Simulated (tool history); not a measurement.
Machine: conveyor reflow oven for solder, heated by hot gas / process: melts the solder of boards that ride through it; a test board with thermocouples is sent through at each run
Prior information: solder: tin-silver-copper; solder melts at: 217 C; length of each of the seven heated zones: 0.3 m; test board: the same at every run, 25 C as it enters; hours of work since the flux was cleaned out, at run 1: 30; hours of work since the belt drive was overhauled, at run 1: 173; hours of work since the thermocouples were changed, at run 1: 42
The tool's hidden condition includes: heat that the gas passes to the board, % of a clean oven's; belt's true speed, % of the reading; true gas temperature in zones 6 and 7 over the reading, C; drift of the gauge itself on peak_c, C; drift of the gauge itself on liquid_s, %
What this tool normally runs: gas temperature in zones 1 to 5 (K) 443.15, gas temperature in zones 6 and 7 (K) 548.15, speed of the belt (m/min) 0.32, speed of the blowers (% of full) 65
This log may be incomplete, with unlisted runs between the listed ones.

run   hour  gas temperature in zones 1 to 5 (K)  gas temperature in zones 6 and 7 (K)  speed of the belt (m/min)  speed of the blowers (% of full)  hours of work since the flux was cleaned out  hours of work since the belt drive was overhauled  hours of work since the thermocouples were changed  highest temperature of the board (K)  time above the solder's melting point (s)
  1      0                               443.15                                548.15                       0.32                                65                                            30                                                173                                                  42                                537.55                                       95.7
  2    5.5                               443.15                                548.15                       0.32                                65                                            32                                                175                                                  44                                537.75                                       95.6
  3     13                               443.15                                548.15                       0.32                                60                                            36                                                178                                                  48                                536.45                                       94.4
  4   22.3                               443.15                                548.15                       0.32                                60                                            40                                                183                                                  52                                536.75                                       94.5
  5   29.8                               443.15                                548.15                       0.32                                66                                            43                                                186                                                  55                                538.15                                       95.5
  6   35.6                               443.15                                548.15                       0.32                                66                                            46                                                188                                                  58                                537.65                                       95.6
  7   45.3                               443.15                                548.15                       0.32                                66                                            50                                                193                                                  62                                537.75                                       95.3
  8   54.1                               443.15                                548.15                       0.32                                66                                            54                                                196                                                  66                                537.95                                       95.6
  9   61.9                               443.15                                557.15                       0.32                                66                                            57                                                200                                                  69                                546.05                                        101
 10   68.1                               443.15                                548.15                       0.32                                65                                            60                                                203                                                  72                                537.45                                       95.1
 11     75                               443.15                                548.15                       0.32                                65                                            63                                                206                                                  75                                537.55                                       95.4
 12   83.2                               443.15                                548.15                       0.32                                65                                            67                                                209                                                  78                                537.65                                       95.3
 13   90.7                               447.15                                548.15                       0.32                                65                                            70                                                213                                                  82                                538.15                                       97.7
 14     99                               447.15                                548.15                       0.32                                65                                            74                                                216                                                  85                                538.25                                       97.4
 15  105.4                               436.15                                547.15                      0.295                                84                                            76                                                219                                                  88                                540.15                                      103.8
 16  111.6                               436.15                                547.15                      0.295                                84                                            79                                                222                                                  91                                540.45                                        104
 17  121.9                               441.15                                539.15                      0.319                                67                                            84                                                226                                                  96                                529.05                                       88.2
 18  129.2                               441.15                                539.15                      0.319                                67                                            87                                                230                                                  99                                528.85                                       88.3
 19  137.2                               440.15                                539.15                      0.366                                67                                            90                                                233                                                 102                                525.45                                       71.6
 20  143.2                               443.15                                562.15                      0.312                                78                                            93                                                236                                                 105                                553.25                                      107.7
 21  151.5                               443.15                                562.15                      0.312                                78                                            97                                                239                                                 109                                553.55                                      107.6
 22  160.7                               443.15                                548.15                      0.307                                57                                           101                                                243                                                 113                                537.35                                       99.2
 23  167.2                               443.15                                563.15                      0.321                                65                                           104                                                246                                                 115                                551.65                                      103.7
 24  176.8                               443.15                                546.15                      0.333                                56                                           108                                                250                                                 120                                533.05                                       87.6
 25  186.1                               443.15                                546.15                      0.333                                56                                           112                                                255                                                 124                                533.05                                       87.4
 26  194.9                               435.15                                546.15                      0.333                                56                                           116                                                258                                                 128                                531.75                                       83.1
 27    206                               450.15                                546.15                      0.333                                56                                           121                                                263                                                 133                                533.95                                       91.5
 28  211.6                               450.15                                546.15                      0.333                                56                                           123                                                266                                                 135                                533.85                                       91.3

Branching from run 28: 3 alternative next runs. What would each branch give?
  A  220.7                               457.15                                555.15                       0.32                                52                                           127                                                270                                                 139                                     ?                                          ?
  B  220.7                               450.15                                546.15                      0.328                                56                                           127                                                270                                                 139                                     ?                                          ?
  C  220.7                               436.15                                548.15                       0.32                                65                                           127                                                270                                                 139                                     ?                                          ?

run  highest temperature of the board (K)  time above the solder's melting point (s)
  A                                543.65                                        106
  B                                534.45                                       93.7
  C                                536.65                                       91.5
The same runs, with their run-to-run variation unchanged, on a tool lacking any hidden condition would have given:
run  highest temperature of the board (K)  time above the solder's melting point (s)
  A                                543.75                                        106
  B                                534.45                                       93.7
  C                                536.65                                       91.5
